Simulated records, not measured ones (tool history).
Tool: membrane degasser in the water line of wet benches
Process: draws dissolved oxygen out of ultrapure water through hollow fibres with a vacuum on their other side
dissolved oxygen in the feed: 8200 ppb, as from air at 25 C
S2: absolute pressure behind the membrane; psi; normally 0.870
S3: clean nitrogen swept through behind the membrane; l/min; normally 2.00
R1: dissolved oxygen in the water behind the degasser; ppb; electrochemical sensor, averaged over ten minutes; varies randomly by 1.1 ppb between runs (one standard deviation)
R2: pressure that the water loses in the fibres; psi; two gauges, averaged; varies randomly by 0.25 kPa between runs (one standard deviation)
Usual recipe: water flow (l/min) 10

{"run": 1, "hour": 0.0, "water flow (l/min)": 10, "S2": 0.87, "S3": 2.0, "R1": 109.7, "R2": 9.839}
{"run": 2, "hour": 85.1, "water flow (l/min)": 10, "S2": 2.106, "S3": 2.0, "R1": 209.5, "R2": 9.79}
{"run": 3, "hour": 152.3, "water flow (l/min)": 10, "S2": 2.106, "S3": 2.0, "R1": 204.5, "R2": 9.889}
{"run": 4, "hour": 256.5, "water flow (l/min)": 10, "S2": 2.106, "S3": 2.0, "R1": 208.8, "R2": 9.809}
{"run": 5, "hour": 338.8, "water flow (l/min)": 10, "S2": 1.574, "S3": 2.0, "R1": 164.9, "R2": 9.838}
{"run": 6, "hour": 429.9, "water flow (l/min)": 10, "S2": 0.87, "S3": 2.0, "R1": 110.1, "R2": 9.864}
{"run": 7, "hour": 493.6, "water flow (l/min)": 10, "S2": 0.87, "S3": 2.0, "R1": 106.5, "R2": 9.88}
{"run": 8, "hour": 599.6, "water flow (l/min)": 7, "S2": 0.87, "S3": 2.0, "R1": 62.4, "R2": 6.966}
{"run": 9, "hour": 706.6, "water flow (l/min)": 7, "S2": 1.7, "S3": 2.0, "R1": 111.6, "R2": 6.96}
{"run": 10, "hour": 816.2, "water flow (l/min)": 7, "S2": 1.7, "S3": 2.0, "R1": 111.1, "R2": 6.942}
{"run": 11, "hour": 865.4, "water flow (l/min)": 7, "S2": 1.7, "S3": 2.0, "R1": 111.1, "R2": 6.947}
{"run": 12, "hour": 961.2, "water flow (l/min)": 10, "S2": 0.555, "S3": 2.0, "R1": 82.5, "R2": 9.954}
{"hour": 1035.5, "done": "seals of the vacuum lines changed"}
{"run": 13, "hour": 1068.7, "water flow (l/min)": 10, "S2": 0.555, "S3": 2.0, "R1": 83.8, "R2": 9.973}
{"run": 14, "hour": 1162.6, "water flow (l/min)": 10, "S2": 0.87, "S3": 0.8, "R1": 157.0, "R2": 9.973}
{"run": 15, "hour": 1214.5, "water flow (l/min)": 8, "S2": 0.87, "S3": 2.0, "R1": 76.2, "R2": 7.939}
{"run": 16, "hour": 1275.4, "water flow (l/min)": 11, "S2": 0.87, "S3": 0.89, "R1": 165.6, "R2": 10.997}
{"run": 17, "hour": 1332.1, "water flow (l/min)": 10, "S2": 0.912, "S3": 1.75, "R1": 116.5, "R2": 9.976}
{"run": 18, "hour": 1398.4, "water flow (l/min)": 11, "S2": 1.432, "S3": 4.66, "R1": 129.0, "R2": 10.976}
{"run": 19, "hour": 1490.6, "water flow (l/min)": 11, "S2": 1.432, "S3": 4.66, "R1": 128.5, "R2": 10.969}
{"run": 20, "hour": 1601.4, "water flow (l/min)": 11, "S2": 1.168, "S3": 4.66, "R1": 115.4, "R2": 11.049}
{"run": 21, "hour": 1683.7, "water flow (l/min)": 10, "S2": 1.577, "S3": 5.64, "R1": 106.5, "R2": 10.016}
{"run": 22, "hour": 1778.9, "water flow (l/min)": 14, "S2": 1.25, "S3": 2.0, "R1": 224.0, "R2": 14.13}
{"run": 23, "hour": 1859.1, "water flow (l/min)": 10, "S2": 0.87, "S3": 0.98, "R1": 138.2, "R2": 9.996}
{"run": 24, "hour": 1926.9, "water flow (l/min)": 6, "S2": 0.87, "S3": 3.45, "R1": 39.3, "R2": 6.01}
{"run": 25, "hour": 2031.0, "water flow (l/min)": 10, "S2": 0.87, "S3": 2.12, "R1": 109.2, "R2": 10.047}
{"run": 26, "hour": 2080.5, "water flow (l/min)": 7, "S2": 1.403, "S3": 5.05, "R1": 59.3, "R2": 7.033}
{"run": 27, "hour": 2137.3, "water flow (l/min)": 7, "S2": 1.72, "S3": 5.05, "R1": 67.6, "R2": 7.001}
{"hour": 2159.8, "done": "gauge calibrated"}
{"run": 28, "hour": 2183.1, "water flow (l/min)": 12, "S2": 0.658, "S3": 2.09, "R1": 122.2, "R2": 11.77}
{"run": 29, "hour": 2264.0, "water flow (l/min)": 12, "S2": 0.658, "S3": 2.09, "R1": 122.4, "R2": 11.794}

Consider 5 possible next runs. They are alternatives, not a sequence: every one starts from the tool as it was left by run 29. What does each give?
{"run": "A", "hour": 2320.8, "water flow (l/min)": 12, "S2": 0.658, "S3": 3.73, "R1": "?", "R2": "?"}
{"run": "B", "hour": 2320.8, "water flow (l/min)": 9, "S2": 0.732, "S3": 2.0, "R1": "?", "R2": "?"}
{"run": "C", "hour": 2320.8, "water flow (l/min)": 10, "S2": 1.703, "S3": 3.35, "R1": "?", "R2": "?"}
{"run": "D", "hour": 2320.8, "water flow (l/min)": 9, "S2": 0.931, "S3": 1.81, "R1": "?", "R2": "?"}
{"run": "E", "hour": 2320.8, "water flow (l/min)": 6, "S2": 2.17, "S3": 2.0, "R1": "?", "R2": "?"}

run=A R1=113.8 R2=11.809
run=B R1=83.0 R2=8.843
run=C R1=136.2 R2=9.844
run=D R1=101.7 R2=8.878
run=E R1=113.8 R2=5.873
Without the tool's unlogged condition, the same runs would have read:
run=A R1=113.4 R2=11.776
run=B R1=82.6 R2=8.817
run=C R1=135.9 R2=9.816
run=D R1=101.3 R2=8.853
run=E R1=113.6 R2=5.857
